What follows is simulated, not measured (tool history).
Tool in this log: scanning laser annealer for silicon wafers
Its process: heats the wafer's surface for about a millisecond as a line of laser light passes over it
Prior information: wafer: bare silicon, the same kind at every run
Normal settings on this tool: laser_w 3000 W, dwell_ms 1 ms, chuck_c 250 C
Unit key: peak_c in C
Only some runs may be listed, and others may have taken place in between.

Run 1, hour 0: usual settings. Result: peak_c 940 C.
Run 2, hour 73.5: usual settings. Result: peak_c 939 C.
Run 3, hour 144: usual settings. Result: peak_c 938 C.
Run 4, hour 208.3: usual settings but chuck_c 231 C. Result: peak_c 916 C.
Run 5, hour 250.9: usual settings but chuck_c 231 C. Result: peak_c 917 C.
Run 6, hour 344.2: usual settings but chuck_c 231 C. Result: peak_c 915 C.
Run 7, hour 436.4: usual settings but chuck_c 231 C. Result: peak_c 914 C.
Run 8, hour 521.3: usual settings but chuck_c 234 C. Result: peak_c 913 C.
Run 9, hour 580.1: usual settings but chuck_c 234 C. Result: peak_c 916 C.
At hour 648.5: window over the wafer cleaned.
Run 10, hour 660.4: usual settings but laser_w 2824 W. Result: peak_c 872 C.
Run 11, hour 731.9: usual settings but laser_w 2824 W, dwell_ms 0.81 ms. Result: peak_c 801 C.
Run 12, hour 792: usual settings but laser_w 2824 W, dwell_ms 0.81 ms, chuck_c 275 C. Result: peak_c 826 C.
Run 13, hour 850.5: usual settings but laser_w 2824 W, dwell_ms 0.81 ms, chuck_c 275 C. Result: peak_c 825 C.
At hour 864.6: window over the wafer cleaned, once more.
Run 14, hour 923.3: usual settings but dwell_ms 0.8 ms. Result: peak_c 858 C.
Run 15, hour 981.7: usual settings. Result: peak_c 942 C.
Run 16, hour 1065.4: usual settings but chuck_c 215 C. Result: peak_c 907 C.
Run 17, hour 1140.2: usual settings. Result: peak_c 943 C.
Run 18, hour 1203: usual settings but dwell_ms 0.92 ms. Result: peak_c 909 C.
Run 19, hour 1272.8: usual settings. Result: peak_c 934 C.
Run 20, hour 1315.2: usual settings but dwell_ms 0.88 ms. Result: peak_c 890 C.
Run 21, hour 1360.5: usual settings but dwell_ms 0.88 ms. Result: peak_c 883 C.
Run 22, hour 1455.7: usual settings but dwell_ms 0.88 ms. Result: peak_c 884 C.
Run 23, hour 1511.1: usual settings but laser_w 2601 W, dwell_ms 0.81 ms. Result: peak_c 754 C.
Run 24, hour 1586.6: usual settings but laser_w 3075 W, chuck_c 282 C. Result: peak_c 982 C.
Run 25, hour 1643: usual settings but laser_w 2896 W, chuck_c 266 C. Result: peak_c 917 C.
Run 26, hour 1694.5: usual settings but laser_w 2896 W, chuck_c 266 C. Result: peak_c 916 C.
Run 27, hour 1750: usual settings but laser_w 2896 W, chuck_c 266 C. Result: peak_c 916 C.
Run 28, hour 1846.2: usual settings but laser_w 3283 W, dwell_ms 0.84 ms, chuck_c 260 C. Result: peak_c 940 C.
Run 29, hour 1908.5: usual settings but laser_w 2709 W, dwell_ms 0.84 ms, chuck_c 222 C. Result: peak_c 758 C.
Run 30, hour 1996: usual settings but laser_w 2709 W, dwell_ms 0.84 ms, chuck_c 222 C. Result: peak_c 754 C.
At hour 2054.6: window over the wafer cleaned.
Run 31, hour 2088: usual settings but dwell_ms 0.79 ms. Result: peak_c 854 C.
Run 32, hour 2133.4: usual settings but dwell_ms 0.79 ms. Result: peak_c 854 C.
At hour 2191.6: optics aligned, line set to its width.
Run 33, hour 2197.1: usual settings but dwell_ms 0.79 ms. Result: peak_c 865 C.
Run 34, hour 2293: usual settings but dwell_ms 0.79 ms. Result: peak_c 864 C.
Run 35, hour 2373.9: usual settings but laser_w 2852 W, dwell_ms 1.06 ms. Result: peak_c 933 C.
Run 36, hour 2452.1: usual settings but laser_w 3049 W, dwell_ms 1.06 ms. Result: peak_c 990 C.
Run 37, hour 2517.9: usual settings but laser_w 2554 W, dwell_ms 1.25 ms, chuck_c 238 C. Result: peak_c 890 C.
Run 38, hour 2568.4: usual settings but laser_w 2554 W, dwell_ms 1.25 ms, chuck_c 238 C. Result: peak_c 889 C.
Run 39, hour 2647.2: usual settings but laser_w 2554 W, dwell_ms 1.25 ms, chuck_c 238 C. Result: peak_c 888 C.
Run 40, hour 2741.3: usual settings but laser_w 3152 W, dwell_ms 1.23 ms, chuck_c 257 C. Result: peak_c 1093 C.
Run 41, hour 2796.8: usual settings but laser_w 3152 W, dwell_ms 1.23 ms, chuck_c 257 C. Result: peak_c 1093 C.
Run 42, hour 2851.7: usual settings but laser_w 3152 W, dwell_ms 1.23 ms, chuck_c 257 C. Result: peak_c 1087 C.

Forecast each of these 3 alternatives for the next run:
Run A, hour 2914.2: usual settings but laser_w 3266 W, dwell_ms 1.14 ms, chuck_c 270 C. Result: peak_c ?.
Run B, hour 2914.2: usual settings but dwell_ms 1.07 ms. Result: peak_c ?.
Run C, hour 2914.2: usual settings but laser_w 2870 W, dwell_ms 0.94 ms. Result: peak_c ?.

run  peak_c
  A    1102
  B     970
  C     881
Had the tool no hidden state, the same runs would have come out as:
run  peak_c
  A    1113
  B     979
  C     889
